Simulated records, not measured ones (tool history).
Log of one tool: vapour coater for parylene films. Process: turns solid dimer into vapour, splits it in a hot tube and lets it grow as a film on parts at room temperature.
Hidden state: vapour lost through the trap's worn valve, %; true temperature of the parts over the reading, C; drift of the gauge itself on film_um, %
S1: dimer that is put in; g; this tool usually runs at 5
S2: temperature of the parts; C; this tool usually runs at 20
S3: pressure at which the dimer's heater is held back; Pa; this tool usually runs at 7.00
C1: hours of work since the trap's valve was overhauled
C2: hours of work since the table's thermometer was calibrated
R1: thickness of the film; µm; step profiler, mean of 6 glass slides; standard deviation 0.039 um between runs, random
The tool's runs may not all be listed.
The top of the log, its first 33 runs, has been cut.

run    hour  S1  S2    S3   C1    C2    R1
 34  1926.8   3  13  7.00  151  1201  3.27
 35  2011.9   4  20  7.00  226  1277  3.13
 36  2090.2   6  19  7.00  296  1346  4.92
 37  2162.0   7  26  9.25  359  1410  3.89
     2194.1  -- trap's valve overhauled
 38  2248.8   5  26  4.76   48  1483  3.17
 39  2307.3   7  18  2.02  100  1535  7.48
 40  2370.3   2  30  2.10  156  1590  1.15
 41  2450.2   5  20  3.75  227  1661  4.19

The next listed run, before its measurement:
     2494.6  -- table's thermometer calibrated
 42  2535.4   8  23  6.32  301  36   ?

Run 42 gave R1 5.63 µm.
The same run, on a tool lacking any hidden state, would have yielded R1 5.85 µm.
